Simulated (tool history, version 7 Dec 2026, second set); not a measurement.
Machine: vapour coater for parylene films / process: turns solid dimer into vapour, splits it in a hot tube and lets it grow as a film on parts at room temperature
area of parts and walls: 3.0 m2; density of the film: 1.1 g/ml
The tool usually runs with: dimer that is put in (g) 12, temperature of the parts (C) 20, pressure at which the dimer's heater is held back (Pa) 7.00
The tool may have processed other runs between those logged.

run,hour,dimer that is put in (g),temperature of the parts (C),pressure at which the dimer's heater is held back (Pa),thickness of the film (µm)
1,0.0,12,20,7.00,2.26
2,26.3,12,20,7.00,2.31
3,70.2,12,20,7.00,2.29
4,94.7,12,20,3.71,2.48
5,133.5,12,20,3.71,2.45
6,163.2,12,19,7.00,2.26
7,183.8,12,19,4.27,2.50
8,219.6,12,19,4.27,2.44
9,260.4,12,19,4.27,2.67
10,296.1,12,19,4.27,2.67
11,320.1,12,20,7.00,2.37
12,350.8,12,20,7.00,2.42
13,378.6,12,20,7.00,2.37
14,412.8,12,20,7.00,2.37
15,450.8,12,20,7.00,2.34
16,495.2,12,20,7.00,2.30
17,527.1,12,20,7.00,2.29
18,561.3,12,20,7.00,2.33
19,588.3,12,20,7.00,2.29
20,608.0,12,20,7.00,2.28
21,629.6,12,20,7.00,2.27
22,653.8,12,20,7.00,2.24
23,676.4,12,20,7.00,2.24
24,697.7,12,20,7.00,2.26
25,740.9,16,12,7.00,3.49
26,767.6,10,20,4.79,1.97
27,796.8,12,27,2.93,2.21
28,846.6,8,16,4.42,1.90
29,885.5,8,16,4.42,1.87
30,923.8,12,20,5.14,2.49
31,971.7,8,20,3.36,1.80
32,997.5,12,20,8.41,2.31
33,1024.4,12,20,8.41,2.27
34,1050.0,12,17,11.79,2.25
35,1071.1,5,13,3.63,1.24
36,1111.6,5,13,3.63,1.22
37,1136.3,9,14,7.00,1.93
38,1183.7,9,28,5.03,1.53
39,1208.4,9,28,5.03,1.55
40,1230.6,9,22,9.14,1.57
41,1259.0,9,22,9.14,1.54
42,1289.9,9,22,9.14,1.56
43,1322.2,9,22,9.14,1.54
44,1358.6,12,20,2.59,2.60
45,1388.5,12,20,2.59,2.88
46,1419.6,12,29,7.00,2.02
47,1462.0,15,29,7.00,2.52

Not shown: 4 entries that the log had between the listed runs. Between which runs, and how does the tool's hidden state differ before and after?
Between runs 8 and 9: trap's valve overhauled (hour 236.0)
  vapour lost through the trap's worn valve, %: 9.6 -> 1.4; true temperature of the parts over the reading, C: -0.39 -> -0.41
  measured value less the no-hidden-state value, thickness of the film (µm): -0.23 -> -0.02
Between runs 27 and 28: trap's valve overhauled (hour 804.2); table's thermometer calibrated (hour 832.5)
  vapour lost through the trap's worn valve, %: 10.4 -> 0.8; true temperature of the parts over the reading, C: -0.73 -> 0.08
  measured value less the no-hidden-state value, thickness of the film (µm): -0.22 -> -0.02
Between runs 44 and 45: trap's valve overhauled (hour 1372.5)
  vapour lost through the trap's worn valve, %: 9.4 -> 0.6; true temperature of the parts over the reading, C: -0.23 -> -0.25
  measured value less the no-hidden-state value, thickness of the film (µm): -0.25 -> +0.00
